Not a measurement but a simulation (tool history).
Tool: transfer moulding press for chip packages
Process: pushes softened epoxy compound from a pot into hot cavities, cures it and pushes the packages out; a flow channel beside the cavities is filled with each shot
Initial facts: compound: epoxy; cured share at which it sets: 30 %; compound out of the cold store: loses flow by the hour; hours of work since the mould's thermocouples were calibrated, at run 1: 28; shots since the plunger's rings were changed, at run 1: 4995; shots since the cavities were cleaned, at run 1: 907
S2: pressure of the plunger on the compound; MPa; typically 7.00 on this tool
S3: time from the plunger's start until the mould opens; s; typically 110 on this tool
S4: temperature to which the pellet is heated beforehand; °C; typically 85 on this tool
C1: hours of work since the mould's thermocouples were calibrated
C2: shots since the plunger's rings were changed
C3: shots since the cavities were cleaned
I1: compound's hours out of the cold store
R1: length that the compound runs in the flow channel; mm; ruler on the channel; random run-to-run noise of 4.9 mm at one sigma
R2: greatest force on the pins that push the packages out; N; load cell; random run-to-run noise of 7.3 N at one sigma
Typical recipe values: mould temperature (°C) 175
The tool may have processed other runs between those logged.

Run 1, hour 0.0: usual settings; C1 28; C2 4995; C3 907; I1 15.9. Result: R1 710 mm, R2 309 N.
At hour 8.3: cavities cleaned with cleaning compound and waxed.
Run 2, hour 24.5: usual settings; C1 45; C2 5259; C3 185; I1 9.0. Result: R1 735 mm, R2 316 N.
Run 3, hour 70.7: usual settings; C1 79; C2 5790; C3 716; I1 25.2. Result: R1 666 mm, R2 315 N.
At hour 94.1: cavities cleaned with cleaning compound and waxed.
Run 4, hour 127.2: usual settings but S2 5.68 MPa; C1 120; C2 6421; C3 380; I1 24.7. Result: R1 612 mm, R2 304 N.
At hour 162.2: plunger's sealing rings changed.
At hour 181.9: cavities cleaned with cleaning compound and waxed.
Run 5, hour 183.6: usual settings; C1 159; C2 229; C3 20; I1 31.0. Result: R1 653 mm, R2 304 N.
Run 6, hour 218.7: usual settings; C1 185; C2 631; C3 422; I1 25.6. Result: R1 672 mm, R2 306 N.
At hour 269.1: cavities cleaned with cleaning compound and waxed.
Run 7, hour 272.8: usual settings but S2 8.04 MPa; C1 224; C2 1236; C3 43; I1 46.1. Result: R1 646 mm, R2 289 N.
Run 8, hour 317.1: usual settings but S2 8.04 MPa, S4 84 °C; C1 257; C2 1745; C3 552; I1 35.7. Result: R1 685 mm, R2 289 N.
Run 9, hour 339.4: usual settings; C1 273; C2 2001; C3 808; I1 28.2. Result: R1 658 mm, R2 307 N.
At hour 357.1: cavities cleaned with cleaning compound and waxed.
Run 10, hour 396.1: usual settings; C1 314; C2 2635; C3 449; I1 10.1. Result: R1 730 mm, R2 315 N.
Run 11, hour 431.8: usual settings; C1 341; C2 3044; C3 858; I1 39.6. Result: R1 617 mm, R2 304 N.
At hour 442.4: cavities cleaned with cleaning compound and waxed.
Run 12, hour 475.3: usual settings; C1 372; C2 3527; C3 379; I1 25.5. Result: R1 671 mm, R2 292 N.
Run 13, hour 502.9: usual settings; C1 392; C2 3843; C3 695; I1 45.4. Result: R1 602 mm, R2 306 N.
At hour 529.1: cavities cleaned with cleaning compound and waxed.
Run 14, hour 557.6: usual settings but mould temperature (°C) 170, S2 7.24 MPa, S3 103 s; C1 432; C2 4453; C3 326; I1 21.3. Result: R1 706 mm, R2 463 N.
Run 15, hour 582.9: usual settings but mould temperature (°C) 177, S4 77 °C; C1 451; C2 4744; C3 617; I1 13.7. Result: R1 716 mm, R2 301 N.
At hour 614.7: cavities cleaned with cleaning compound and waxed.
Run 16, hour 628.8: usual settings but mould temperature (°C) 177, S3 117 s, S4 93 °C; C1 483; C2 5254; C3 162; I1 14.0. Result: R1 713 mm, R2 282 N.
Run 17, hour 651.2: usual settings but mould temperature (°C) 181, S2 5.38 MPa, S3 132 s; C1 500; C2 5512; C3 420; I1 15.9. Result: R1 614 mm, R2 275 N.
Run 18, hour 676.2: usual settings but mould temperature (°C) 183, S2 5.25 MPa, S3 139 s, S4 77 °C; C1 519; C2 5798; C3 706; I1 38.4. Result: R1 540 mm, R2 267 N.

Run 19 comes next. What will it give?
At hour 700.1: cavities cleaned with cleaning compound and waxed.
Run 19, hour 723.2: usual settings but mould temperature (°C) 178; C1 552; C2 6320; C3 264; I1 26.1. Result: R1 ?, R2 ?.

Run 19 came out at R1 657 mm, R2 292 N.
Without the tool's hidden state the same run would have given R1 658 mm, R2 291 N.
